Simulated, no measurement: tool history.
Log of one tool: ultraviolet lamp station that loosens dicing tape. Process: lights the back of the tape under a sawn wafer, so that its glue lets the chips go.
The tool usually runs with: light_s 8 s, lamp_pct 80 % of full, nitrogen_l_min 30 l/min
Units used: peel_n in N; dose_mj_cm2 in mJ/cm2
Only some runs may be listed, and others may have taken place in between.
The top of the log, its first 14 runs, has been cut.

Run 15, day 20.108: usual settings. Result: peel_n 1.875 N, dose_mj_cm2 412 mJ/cm2.
Run 16, day 21.421: usual settings. Result: peel_n 1.895 N, dose_mj_cm2 409 mJ/cm2.
Run 17, day 22.896: usual settings. Result: peel_n 1.970 N, dose_mj_cm2 402 mJ/cm2.
At day 23.108: window cleaned of glue's vapour.
Run 18, day 24.000: usual settings but nitrogen_l_min 24 l/min. Result: peel_n 1.641 N, dose_mj_cm2 484 mJ/cm2.
Run 19, day 25.371: usual settings but nitrogen_l_min 26 l/min. Result: peel_n 1.565 N, dose_mj_cm2 478 mJ/cm2.
Run 20, day 26.625: usual settings but nitrogen_l_min 26 l/min. Result: peel_n 1.619 N, dose_mj_cm2 476 mJ/cm2.
Run 21, day 28.592: usual settings but nitrogen_l_min 26 l/min. Result: peel_n 1.691 N, dose_mj_cm2 474 mJ/cm2.
Run 22, day 30.633: usual settings but nitrogen_l_min 26 l/min. Result: peel_n 1.639 N, dose_mj_cm2 461 mJ/cm2.
Run 23, day 31.483: usual settings but lamp_pct 66 % of full, nitrogen_l_min 26 l/min. Result: peel_n 2.212 N, dose_mj_cm2 378 mJ/cm2.
Run 24, day 33.062: usual settings but light_s 4 s, lamp_pct 63 % of full, nitrogen_l_min 16 l/min. Result: peel_n 4.914 N, dose_mj_cm2 182 mJ/cm2.
Run 25, day 34.867: usual settings but light_s 4 s, lamp_pct 61 % of full, nitrogen_l_min 39 l/min. Result: peel_n 4.246 N, dose_mj_cm2 171 mJ/cm2.
Run 26, day 35.971: usual settings but light_s 12 s, lamp_pct 76 % of full. Result: peel_n 0.880 N, dose_mj_cm2 630 mJ/cm2.
Run 27, day 37.246: usual settings but light_s 12 s, lamp_pct 76 % of full. Result: peel_n 0.929 N, dose_mj_cm2 632 mJ/cm2.
Run 28, day 39.071: usual settings but light_s 7 s, lamp_pct 74 % of full, nitrogen_l_min 16 l/min. Result: peel_n 2.945 N, dose_mj_cm2 352 mJ/cm2.
Run 29, day 41.075: usual settings but light_s 9 s, lamp_pct 64 % of full, nitrogen_l_min 23 l/min. Result: peel_n 2.196 N, dose_mj_cm2 390 mJ/cm2.
Run 30, day 43.150: usual settings but light_s 10 s, lamp_pct 74 % of full. Result: peel_n 1.388 N, dose_mj_cm2 491 mJ/cm2.
Run 31, day 43.996: usual settings but light_s 14 s, lamp_pct 83 % of full, nitrogen_l_min 11 l/min. Result: peel_n 1.182 N, dose_mj_cm2 772 mJ/cm2.
Run 32, day 45.471: usual settings but light_s 5 s, lamp_pct 66 % of full, nitrogen_l_min 21 l/min. Result: peel_n 4.288 N, dose_mj_cm2 212 mJ/cm2.

Predict the results of run 33:
Run 33, day 46.729: usual settings but lamp_pct 75 % of full, nitrogen_l_min 13 l/min. Result: peel_n ?, dose_mj_cm2 ?.

Run 33 measured peel_n 2.908 N, dose_mj_cm2 386 mJ/cm2.
Minus the tool's unlogged condition, the same run would have read peel_n 1.929 N, dose_mj_cm2 541 mJ/cm2.
